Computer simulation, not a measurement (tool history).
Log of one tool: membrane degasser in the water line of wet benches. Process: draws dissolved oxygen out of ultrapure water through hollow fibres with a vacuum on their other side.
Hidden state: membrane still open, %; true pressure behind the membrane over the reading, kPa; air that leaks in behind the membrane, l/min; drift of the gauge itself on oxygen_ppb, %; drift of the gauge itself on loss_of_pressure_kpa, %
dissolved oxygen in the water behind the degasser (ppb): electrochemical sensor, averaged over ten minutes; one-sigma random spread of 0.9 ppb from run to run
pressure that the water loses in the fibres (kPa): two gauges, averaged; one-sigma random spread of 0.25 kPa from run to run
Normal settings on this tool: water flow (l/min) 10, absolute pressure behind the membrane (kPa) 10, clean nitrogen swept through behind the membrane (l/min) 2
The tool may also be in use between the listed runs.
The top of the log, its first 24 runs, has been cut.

run    hour  water flow (l/min)  absolute pressure behind the membrane (kPa)  clean nitrogen swept through behind the membrane (l/min)  hours since the membrane was changed  hours since the vacuum gauge was calibrated  hours since the vacuum lines were made tight  dissolved oxygen in the water behind the degasser (ppb)  pressure that the water loses in the fibres (kPa)
 25   989.1                   8                                         24.1                                                      2.54                                  2226                                          211                                          3006                                                    164.7                                              54.89
 26  1036.1                  13                                         12.6                                                       1.1                                  2273                                          258                                          3053                                                    260.8                                              89.18
 27    1087                  15                                         21.5                                                      3.69                                  2324                                          309                                          3104                                                    193.3                                             102.22
 28  1135.1                  15                                         21.5                                                      3.69                                  2372                                          357                                          3152                                                    192.1                                              102.2
 29  1179.7                  10                                           10                                                      0.85                                  2417                                          402                                          3197                                                    188.7                                              67.84
 30  1213.4                  10                                           10                                                      3.52                                  2451                                          435                                          3230                                                     51.8                                              68.24
 31  1254.7                  10                                          6.5                                                         2                                  2492                                          477                                          3272                                                     43.2                                              68.31
 32    1290                  10                                         24.6                                                      4.02                                  2527                                          512                                          3307                                                    136.5                                              68.19

What if the next run were any one of these 3? Each begins from the tool's condition after run 32:
  A  1346.2                  10                                            7                                                      3.63                                  2583                                          568                                          3363                                                        ?                                                  ?
  B  1346.2                  10                                         18.3                                                      1.82                                  2583                                          568                                          3363                                                        ?                                                  ?
  C  1346.2                  10                                         24.6                                                      1.89                                  2583                                          568                                          3363                                                        ?                                                  ?

run  dissolved oxygen in the water behind the degasser (ppb)  pressure that the water loses in the fibres (kPa)
  A                                                     29.1                                              68.34
  B                                                    203.8                                              68.02
  C                                                    278.6                                              67.61
Take away the tool's hidden state, keep each run's random variation, and the runs would have read:
run  dissolved oxygen in the water behind the degasser (ppb)  pressure that the water loses in the fibres (kPa)
  A                                                     28.2                                              67.63
  B                                                    198.9                                              67.32
  C                                                    271.9                                              66.91
